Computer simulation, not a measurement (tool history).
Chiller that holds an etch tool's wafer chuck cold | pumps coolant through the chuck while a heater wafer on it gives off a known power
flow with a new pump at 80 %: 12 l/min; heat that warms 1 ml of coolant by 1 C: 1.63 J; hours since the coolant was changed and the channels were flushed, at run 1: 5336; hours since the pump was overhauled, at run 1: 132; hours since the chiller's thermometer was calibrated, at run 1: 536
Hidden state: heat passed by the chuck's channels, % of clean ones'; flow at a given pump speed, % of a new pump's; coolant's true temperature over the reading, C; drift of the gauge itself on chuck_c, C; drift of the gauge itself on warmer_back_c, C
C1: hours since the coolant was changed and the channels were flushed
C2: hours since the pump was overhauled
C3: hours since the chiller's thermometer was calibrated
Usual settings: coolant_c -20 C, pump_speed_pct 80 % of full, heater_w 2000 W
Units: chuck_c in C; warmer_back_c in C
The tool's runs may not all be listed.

run 1 hour=0 | coolant_c=-20 pump_speed_pct=80 heater_w=2000 | C1=5336 C2=132 C3=536 | chuck_c=-3.2 warmer_back_c=6.23
run 2 hour=24.9 | coolant_c=-20 pump_speed_pct=80 heater_w=2000 | C1=5361 C2=157 C3=560 | chuck_c=-3 warmer_back_c=6.21
run 3 hour=58.9 | coolant_c=-20 pump_speed_pct=80 heater_w=2000 | C1=5395 C2=191 C3=594 | chuck_c=-3 warmer_back_c=6.19
run 4 hour=82.5 | coolant_c=-20 pump_speed_pct=80 heater_w=2000 | C1=5418 C2=215 C3=618 | chuck_c=-3.1 warmer_back_c=6.17
run 5 hour=106.3 | coolant_c=-20 pump_speed_pct=80 heater_w=2000 | C1=5442 C2=238 C3=642 | chuck_c=-2.9 warmer_back_c=6.2
run 6 hour=122.5 | coolant_c=-20 pump_speed_pct=80 heater_w=2000 | C1=5458 C2=254 C3=658 | chuck_c=-3.1 warmer_back_c=6.19
run 7 hour=158.2 | coolant_c=-20 pump_speed_pct=80 heater_w=2000 | C1=5494 C2=290 C3=694 | chuck_c=-3.2 warmer_back_c=6.17
run 8 hour=178.3 | coolant_c=-20 pump_speed_pct=80 heater_w=2000 | C1=5514 C2=310 C3=714 | chuck_c=-3.1 warmer_back_c=6.19
run 9 hour=194.4 | coolant_c=-20 pump_speed_pct=80 heater_w=2919 | C1=5530 C2=326 C3=730 | chuck_c=4.7 warmer_back_c=9.01
run 10 hour=214.5 | coolant_c=-20 pump_speed_pct=80 heater_w=2000 | C1=5550 C2=346 C3=750 | chuck_c=-3.3 warmer_back_c=6.14
-- hour=221.7 coolant pump overhauled
run 11 hour=240.8 | coolant_c=-20 pump_speed_pct=80 heater_w=2000 | C1=5572 C2=19 C3=771 | chuck_c=-2.9 warmer_back_c=6.23
run 12 hour=267.3 | coolant_c=-20 pump_speed_pct=80 heater_w=2000 | C1=5598 C2=46 C3=798 | chuck_c=-3.1 warmer_back_c=6.16
run 13 hour=285.5 | coolant_c=-20 pump_speed_pct=80 heater_w=2000 | C1=5616 C2=64 C3=816 | chuck_c=-3.1 warmer_back_c=6.2
run 14 hour=312 | coolant_c=-20 pump_speed_pct=80 heater_w=2000 | C1=5643 C2=90 C3=843 | chuck_c=-3 warmer_back_c=6.23
run 15 hour=343 | coolant_c=-20 pump_speed_pct=80 heater_w=2000 | C1=5674 C2=121 C3=874 | chuck_c=-3.1 warmer_back_c=6.27
run 16 hour=361.8 | coolant_c=-19 pump_speed_pct=66 heater_w=2996 | C1=5693 C2=140 C3=892 | chuck_c=11.3 warmer_back_c=11.56
run 17 hour=388.5 | coolant_c=-19 pump_speed_pct=95 heater_w=1330 | C1=5719 C2=167 C3=919 | chuck_c=-9.4 warmer_back_c=3.34
run 18 hour=413.4 | coolant_c=-28 pump_speed_pct=88 heater_w=1445 | C1=5744 C2=192 C3=944 | chuck_c=-17 warmer_back_c=4.06
-- hour=421.7 coolant pump overhauled, once more
run 19 hour=438.8 | coolant_c=-13 pump_speed_pct=80 heater_w=1297 | C1=5765 C2=17 C3=964 | chuck_c=-2.2 warmer_back_c=4
run 20 hour=464.4 | coolant_c=-23 pump_speed_pct=80 heater_w=1108 | C1=5790 C2=43 C3=990 | chuck_c=-13.7 warmer_back_c=3.41
run 21 hour=492 | coolant_c=-10 pump_speed_pct=98 heater_w=1108 | C1=5818 C2=70 C3=1018 | chuck_c=-2.4 warmer_back_c=2.76
run 22 hour=517.9 | coolant_c=-22 pump_speed_pct=90 heater_w=2116 | C1=5844 C2=96 C3=1043 | chuck_c=-6 warmer_back_c=5.68
run 23 hour=545.4 | coolant_c=-22 pump_speed_pct=90 heater_w=2116 | C1=5871 C2=124 C3=1071 | chuck_c=-6 warmer_back_c=5.74
run 24 hour=565.1 | coolant_c=-27 pump_speed_pct=90 heater_w=2773 | C1=5891 C2=143 C3=1091 | chuck_c=-5.8 warmer_back_c=7.5
run 25 hour=589.8 | coolant_c=-11 pump_speed_pct=84 heater_w=2058 | C1=5916 C2=168 C3=1115 | chuck_c=5.6 warmer_back_c=6.02
run 26 hour=608.1 | coolant_c=-14 pump_speed_pct=91 heater_w=2000 | C1=5934 C2=186 C3=1134 | chuck_c=1 warmer_back_c=5.32
-- hour=644 coolant changed, channels flushed
run 27 hour=647.5 | coolant_c=-14 pump_speed_pct=68 heater_w=1157 | C1=3 C2=220 C3=1167 | chuck_c=-3.6 warmer_back_c=4.32

Forecast each of these 3 alternatives for the next run:
run A hour=682.8 | coolant_c=-27 pump_speed_pct=72 heater_w=1157 | C1=39 C2=255 C3=1202 | chuck_c=? warmer_back_c=?
run B hour=682.8 | coolant_c=-15 pump_speed_pct=72 heater_w=2504 | C1=39 C2=255 C3=1202 | chuck_c=? warmer_back_c=?
run C hour=682.8 | coolant_c=-27 pump_speed_pct=62 heater_w=1171 | C1=39 C2=255 C3=1202 | chuck_c=? warmer_back_c=?

run=A chuck_c=-17 warmer_back_c=4.05
run=B chuck_c=6.8 warmer_back_c=8.69
run=C chuck_c=-15.3 warmer_back_c=4.83
Without the tool's hidden state the same runs would have given:
run=A chuck_c=-16.9 warmer_back_c=4.03
run=B chuck_c=6.7 warmer_back_c=8.63
run=C chuck_c=-15.2 warmer_back_c=4.8
